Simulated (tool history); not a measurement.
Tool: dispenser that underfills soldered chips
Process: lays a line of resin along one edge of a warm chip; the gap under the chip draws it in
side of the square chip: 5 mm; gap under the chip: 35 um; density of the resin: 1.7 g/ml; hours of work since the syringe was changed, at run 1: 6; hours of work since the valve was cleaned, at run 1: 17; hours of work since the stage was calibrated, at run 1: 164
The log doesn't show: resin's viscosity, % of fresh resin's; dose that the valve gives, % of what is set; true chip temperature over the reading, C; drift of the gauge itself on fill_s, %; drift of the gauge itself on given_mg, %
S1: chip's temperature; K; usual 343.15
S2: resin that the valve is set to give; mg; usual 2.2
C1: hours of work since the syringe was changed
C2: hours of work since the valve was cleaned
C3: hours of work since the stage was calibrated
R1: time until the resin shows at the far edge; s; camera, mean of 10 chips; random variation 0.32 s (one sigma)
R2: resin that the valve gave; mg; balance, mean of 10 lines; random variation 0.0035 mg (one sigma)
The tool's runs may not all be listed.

| run | hour | S1 | S2 | C1 | C2 | C3 | R1 | R2 |
|---|---|---|---|---|---|---|---|---|
| 1 | 0 | 343.15 | 2.2 | 6 | 17 | 164 | 16.8 | 2.181 |
|  | 8.4 | new syringe of resin |
| 2 | 15.7 | 343.15 | 2.72 | 5 | 28 | 175 | 15 | 2.674 |
|  | 26.1 | new syringe of resin |
| 3 | 31.1 | 343.15 | 2.72 | 3 | 38 | 185 | 13 | 2.655 |
|  | 40 | dispensing valve cleaned and set on the balance |
| 4 | 40.7 | 343.15 | 2.72 | 9 | 0 | 191 | 22.1 | 2.726 |
|  | 45 | new syringe of resin |
| 5 | 57.5 | 343.15 | 2.72 | 9 | 12 | 202 | 20.8 | 2.696 |
|  | 61.9 | new syringe of resin |
| 6 | 67.1 | 343.15 | 2.72 | 4 | 18 | 208 | 13.3 | 2.68 |
| 7 | 74.7 | 343.15 | 2.72 | 9 | 23 | 214 | 20.5 | 2.672 |
|  | 79.1 | new syringe of resin |
| 8 | 84.1 | 336.15 | 2.9 | 3 | 29 | 220 | 19.9 | 2.837 |
|  | 95.8 | new syringe of resin |
| 9 | 96.2 | 347.15 | 1.97 | 0 | 38 | 228 | 8.4 | 1.919 |
|  | 105.9 | dispensing valve cleaned and set on the balance |
| 10 | 108.5 | 347.15 | 1.97 | 8 | 2 | 235 | 16.4 | 1.97 |

Forecast each of these 4 alternatives for the next run:
|  | 114 | new syringe of resin |
| A | 125 | 336.15 | 1.97 | 7 | 13 | 247 | ? | ? |
|  | 114 | new syringe of resin |
| B | 125 | 351.15 | 2.74 | 7 | 13 | 247 | ? | ? |
|  | 114 | new syringe of resin |
| C | 125 | 343.15 | 1.96 | 7 | 13 | 247 | ? | ? |
|  | 114 | new syringe of resin |
| D | 125 | 358.15 | 2.12 | 7 | 13 | 247 | ? | ? |

| run | R1 | R2 |
|---|---|---|
| A | 29.8 | 1.945 |
| B | 12 | 2.718 |
| C | 19.7 | 1.942 |
| D | 8.8 | 2.1 |
Without the tool's hidden state the same runs would have given:
| run | R1 | R2 |
|---|---|---|
| A | 15 | 1.964 |
| B | 6 | 2.745 |
| C | 9.9 | 1.961 |
| D | 4.5 | 2.121 |
